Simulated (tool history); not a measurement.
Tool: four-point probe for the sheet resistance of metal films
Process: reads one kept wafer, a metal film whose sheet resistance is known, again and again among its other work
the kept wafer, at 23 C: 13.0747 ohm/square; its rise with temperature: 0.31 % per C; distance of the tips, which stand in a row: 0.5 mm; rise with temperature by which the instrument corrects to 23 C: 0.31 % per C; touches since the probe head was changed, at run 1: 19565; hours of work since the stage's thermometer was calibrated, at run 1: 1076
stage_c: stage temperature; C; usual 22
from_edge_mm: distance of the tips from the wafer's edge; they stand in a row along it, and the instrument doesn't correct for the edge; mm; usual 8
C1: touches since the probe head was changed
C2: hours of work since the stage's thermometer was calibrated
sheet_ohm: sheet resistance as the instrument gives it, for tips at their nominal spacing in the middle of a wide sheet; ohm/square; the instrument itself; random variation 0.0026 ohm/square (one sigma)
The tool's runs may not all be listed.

run 1 hour=0.0 | stage_c=22 from_edge_mm=8 | C1=19565 C2=1076 | sheet_ohm=13.097430
run 2 hour=15.3 | stage_c=22 from_edge_mm=8 | C1=20092 C2=1086 | sheet_ohm=13.103320
run 3 hour=23.6 | stage_c=22 from_edge_mm=8 | C1=20376 C2=1092 | sheet_ohm=13.099412
run 4 hour=36.0 | stage_c=22 from_edge_mm=8 | C1=20801 C2=1100 | sheet_ohm=13.101076
run 5 hour=46.5 | stage_c=22 from_edge_mm=8 | C1=21161 C2=1107 | sheet_ohm=13.098264
run 6 hour=60.5 | stage_c=22 from_edge_mm=8 | C1=21643 C2=1116 | sheet_ohm=13.100463
run 7 hour=75.4 | stage_c=22 from_edge_mm=34 | C1=22156 C2=1126 | sheet_ohm=13.078729
run 8 hour=90.4 | stage_c=22 from_edge_mm=8 | C1=22672 C2=1136 | sheet_ohm=13.102581
run 9 hour=101.0 | stage_c=22 from_edge_mm=7 | C1=23036 C2=1144 | sheet_ohm=13.114086
run 10 hour=113.6 | stage_c=22 from_edge_mm=7 | C1=23467 C2=1152 | sheet_ohm=13.108488
run 11 hour=126.4 | stage_c=32 from_edge_mm=44 | C1=23908 C2=1161 | sheet_ohm=13.078324

The next listed run, before its measurement:
-- hour=127.8 stage's thermometer calibrated
run 12 hour=135.8 | stage_c=32 from_edge_mm=44 | C1=24212 C2=5 | sheet_ohm=?

sheet_ohm: 13.081032 ohm/square
Without the tool's hidden state the same run would have given sheet_ohm 13.076187 ohm/square.

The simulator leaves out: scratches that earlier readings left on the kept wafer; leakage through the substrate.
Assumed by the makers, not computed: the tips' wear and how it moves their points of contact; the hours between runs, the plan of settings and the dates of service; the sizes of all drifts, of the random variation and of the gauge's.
